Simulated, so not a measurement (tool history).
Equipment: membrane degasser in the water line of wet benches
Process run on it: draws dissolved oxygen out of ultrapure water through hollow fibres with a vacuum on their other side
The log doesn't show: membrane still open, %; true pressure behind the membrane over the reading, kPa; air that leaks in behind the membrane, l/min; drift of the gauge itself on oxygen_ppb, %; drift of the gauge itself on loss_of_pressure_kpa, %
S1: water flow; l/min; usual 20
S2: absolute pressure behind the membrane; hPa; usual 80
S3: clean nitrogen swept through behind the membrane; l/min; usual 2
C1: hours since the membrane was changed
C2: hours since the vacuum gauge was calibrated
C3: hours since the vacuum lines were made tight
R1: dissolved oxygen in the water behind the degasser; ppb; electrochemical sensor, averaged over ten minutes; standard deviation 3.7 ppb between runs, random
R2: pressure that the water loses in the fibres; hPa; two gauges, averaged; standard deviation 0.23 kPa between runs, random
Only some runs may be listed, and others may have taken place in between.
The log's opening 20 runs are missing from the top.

run,hour,S1,S2,S3,C1,C2,C3,R1,R2
21,2928.9,13,167.5,2,6580,4068,6374,367.4,379.3
22,3098.4,13,167.5,2,6749,4238,6543,375.2,379.9
23,3290.1,19,80,1.89,6941,4429,6735,387.4,554.4
24,3439.6,19,80,1.89,7091,4579,6885,399,558
25,3544,19,80,1.89,7195,4683,6989,386.9,557.7
26,3693.3,19,83.4,1.89,7344,4833,7138,404.9,556.6
# hour 3747.5: vacuum gauge calibrated
27,3832.9,14,139.8,3.3,7483,85,7278,297.7,410.4
28,4015.3,21,80,4.77,7666,268,7460,376,619.5
29,4126.7,17,116.5,0.85,7777,379,7571,597.1,499.9
30,4287.4,17,116.5,0.85,7938,540,7732,598.7,499.2
31,4483,19,80,3.54,8133,735,7928,349.1,560.9
32,4683.4,19,80,3.54,8334,936,8128,355.8,565

3 ways to go on from here, each from the tool as it stands after run 32. What would each give?
A,4848.7,15,104.4,1.5,8499,1101,8293,?,?
B,4848.7,20,80,1.46,8499,1101,8293,?,?
C,4848.7,24,130.2,2.29,8499,1101,8293,?,?

run,R1,R2
A,373.6,443.6
B,454.4,593.8
C,611.3,707.1
With no hidden state in the tool, these same runs would have given:
run,R1,R2
A,336.4,422
B,405.4,565.1
C,555.4,672.8
